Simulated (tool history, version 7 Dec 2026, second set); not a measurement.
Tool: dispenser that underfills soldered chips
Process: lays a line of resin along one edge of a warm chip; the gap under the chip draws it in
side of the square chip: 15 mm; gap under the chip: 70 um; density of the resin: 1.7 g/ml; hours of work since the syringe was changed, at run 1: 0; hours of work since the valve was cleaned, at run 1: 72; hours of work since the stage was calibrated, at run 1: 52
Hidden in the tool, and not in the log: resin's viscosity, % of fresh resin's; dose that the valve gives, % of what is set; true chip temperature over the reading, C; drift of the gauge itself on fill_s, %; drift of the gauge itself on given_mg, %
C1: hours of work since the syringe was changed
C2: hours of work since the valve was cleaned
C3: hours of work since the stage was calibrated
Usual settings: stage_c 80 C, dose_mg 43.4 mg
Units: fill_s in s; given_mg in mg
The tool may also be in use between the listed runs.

{"run": 1, "hour": 0.0, "stage_c": 80, "dose_mg": 43.4, "C1": 0, "C2": 72, "C3": 52, "fill_s": 89.4, "given_mg": 40.5}
{"hour": 9.6, "done": "new syringe of resin"}
{"run": 2, "hour": 15.1, "stage_c": 80, "dose_mg": 43.4, "C1": 4, "C2": 84, "C3": 63, "fill_s": 126.1, "given_mg": 40.35}
{"hour": 19.9, "done": "new syringe of resin"}
{"run": 3, "hour": 25.7, "stage_c": 80, "dose_mg": 43.4, "C1": 4, "C2": 91, "C3": 71, "fill_s": 129.5, "given_mg": 39.79}
{"hour": 29.6, "done": "new syringe of resin"}
{"run": 4, "hour": 32.2, "stage_c": 80, "dose_mg": 56.3, "C1": 2, "C2": 96, "C3": 76, "fill_s": 103.9, "given_mg": 51.53}
{"hour": 38.8, "done": "new syringe of resin"}
{"run": 5, "hour": 40.7, "stage_c": 80, "dose_mg": 43.4, "C1": 1, "C2": 102, "C3": 82, "fill_s": 103.9, "given_mg": 39.66}
{"hour": 42.7, "done": "dispensing valve cleaned and set on the balance"}
{"hour": 49.0, "done": "new syringe of resin"}
{"run": 6, "hour": 50.4, "stage_c": 80, "dose_mg": 43.4, "C1": 1, "C2": 6, "C3": 88, "fill_s": 97.7, "given_mg": 43.28}
{"hour": 58.8, "done": "new syringe of resin"}
{"run": 7, "hour": 64.8, "stage_c": 80, "dose_mg": 43.4, "C1": 5, "C2": 16, "C3": 99, "fill_s": 130.1, "given_mg": 42.64}
{"hour": 68.5, "done": "new syringe of resin"}
{"run": 8, "hour": 75.5, "stage_c": 80, "dose_mg": 43.4, "C1": 5, "C2": 24, "C3": 107, "fill_s": 139.5, "given_mg": 42.64}
{"hour": 77.6, "done": "new syringe of resin"}
{"hour": 87.0, "done": "new syringe of resin"}
{"run": 9, "hour": 88.8, "stage_c": 80, "dose_mg": 46.9, "C1": 1, "C2": 34, "C3": 117, "fill_s": 100.1, "given_mg": 45.57}
{"hour": 96.4, "done": "new syringe of resin"}
{"run": 10, "hour": 103.0, "stage_c": 80, "dose_mg": 46.9, "C1": 5, "C2": 44, "C3": 127, "fill_s": 135.6, "given_mg": 44.76}
{"hour": 106.0, "done": "new syringe of resin"}
{"run": 11, "hour": 112.6, "stage_c": 80, "dose_mg": 46.9, "C1": 5, "C2": 51, "C3": 134, "fill_s": 133.1, "given_mg": 44.69}
{"hour": 115.3, "done": "new syringe of resin"}
{"run": 12, "hour": 122.1, "stage_c": 80, "dose_mg": 50.6, "C1": 5, "C2": 58, "C3": 141, "fill_s": 142, "given_mg": 47.93}
{"hour": 125.3, "done": "new syringe of resin"}
{"hour": 134.9, "done": "new syringe of resin"}
{"run": 13, "hour": 135.1, "stage_c": 80, "dose_mg": 50.6, "C1": 0, "C2": 68, "C3": 151, "fill_s": 92.3, "given_mg": 47.74}
{"run": 14, "hour": 141.3, "stage_c": 80, "dose_mg": 50.6, "C1": 5, "C2": 73, "C3": 155, "fill_s": 138, "given_mg": 47.37}
{"hour": 144.9, "done": "new syringe of resin"}
{"run": 15, "hour": 152.1, "stage_c": 86, "dose_mg": 53.6, "C1": 5, "C2": 80, "C3": 163, "fill_s": 105.5, "given_mg": 49.79}
{"hour": 154.9, "done": "new syringe of resin"}
{"hour": 164.1, "done": "new syringe of resin"}
{"run": 16, "hour": 164.8, "stage_c": 82, "dose_mg": 55.7, "C1": 1, "C2": 90, "C3": 172, "fill_s": 88.3, "given_mg": 51.22}
{"hour": 173.4, "done": "new syringe of resin"}
{"run": 17, "hour": 178.5, "stage_c": 84, "dose_mg": 53, "C1": 4, "C2": 100, "C3": 183, "fill_s": 103.1, "given_mg": 48.16}
{"hour": 183.3, "done": "dispensing valve cleaned and set on the balance"}
{"hour": 184.2, "done": "new syringe of resin"}
{"run": 18, "hour": 185.9, "stage_c": 80, "dose_mg": 54.5, "C1": 1, "C2": 2, "C3": 187, "fill_s": 100, "given_mg": 53.95}
{"hour": 193.7, "done": "new syringe of resin"}
{"run": 19, "hour": 199.0, "stage_c": 82, "dose_mg": 45.8, "C1": 4, "C2": 11, "C3": 197, "fill_s": 115.3, "given_mg": 45.26}
{"hour": 204.0, "done": "new syringe of resin"}
{"hour": 213.3, "done": "new syringe of resin"}
{"run": 20, "hour": 213.5, "stage_c": 73, "dose_mg": 44.7, "C1": 0, "C2": 22, "C3": 207, "fill_s": 131.3, "given_mg": 43.56}

Run 21 comes next. What will it give?
{"hour": 223.0, "done": "new syringe of resin"}
{"run": 21, "hour": 223.9, "stage_c": 72, "dose_mg": 39.8, "C1": 1, "C2": 30, "C3": 215, "fill_s": "?", "given_mg": "?"}

{"run 21": {"fill_s": 148.5, "given_mg": 38.91}}
Without the tool's hidden state the same run would have given fill_s 128.6 s, given_mg 40.02 mg.
